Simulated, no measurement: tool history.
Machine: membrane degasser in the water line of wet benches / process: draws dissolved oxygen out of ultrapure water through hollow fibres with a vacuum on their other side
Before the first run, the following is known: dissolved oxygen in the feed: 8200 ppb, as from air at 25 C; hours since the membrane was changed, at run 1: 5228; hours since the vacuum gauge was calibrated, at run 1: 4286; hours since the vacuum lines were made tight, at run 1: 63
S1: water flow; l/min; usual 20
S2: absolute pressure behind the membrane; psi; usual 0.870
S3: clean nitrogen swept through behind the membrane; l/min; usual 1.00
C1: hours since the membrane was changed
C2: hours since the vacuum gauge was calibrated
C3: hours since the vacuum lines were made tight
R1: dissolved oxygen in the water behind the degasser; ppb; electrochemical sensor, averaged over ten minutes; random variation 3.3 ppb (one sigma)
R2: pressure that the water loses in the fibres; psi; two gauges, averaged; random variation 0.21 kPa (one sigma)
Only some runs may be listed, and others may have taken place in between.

| run | hour | S1 | S2 | S3 | C1 | C2 | C3 | R1 | R2 |
|---|---|---|---|---|---|---|---|---|---|
| 1 | 0.0 | 20 | 0.870 | 1.00 | 5228 | 4286 | 63 | 333.8 | 7.272 |
| 2 | 213.0 | 20 | 0.870 | 1.00 | 5441 | 4499 | 276 | 328.2 | 7.310 |
| 3 | 357.6 | 20 | 0.870 | 1.00 | 5585 | 4643 | 421 | 335.6 | 7.291 |
| 4 | 547.5 | 20 | 2.139 | 1.00 | 5775 | 4833 | 611 | 702.4 | 7.281 |
|  | 664.9 | vacuum gauge calibrated |
| 5 | 805.2 | 20 | 1.823 | 1.00 | 6033 | 140 | 868 | 592.6 | 7.256 |
| 6 | 1086.2 | 20 | 1.447 | 1.00 | 6314 | 421 | 1149 | 493.4 | 7.295 |
| 7 | 1244.7 | 20 | 1.447 | 1.00 | 6472 | 580 | 1307 | 489.0 | 7.265 |
| 8 | 1413.5 | 22 | 1.505 | 0.74 | 6641 | 749 | 1476 | 651.9 | 8.010 |
| 9 | 1545.1 | 22 | 1.505 | 0.74 | 6772 | 880 | 1608 | 652.5 | 7.971 |
| 10 | 1722.2 | 22 | 1.505 | 0.54 | 6950 | 1057 | 1785 | 769.4 | 7.926 |

What does the tool deliver on the next run?
| 11 | 1997.0 | 16 | 0.870 | 1.00 | 7224 | 1332 | 2060 | ? | ? |

Run 11 yielded R1 256.7 ppb, R2 5.810 psi.
With no hidden state in the tool, this same run would have given R1 255.7 ppb, R2 5.848 psi.
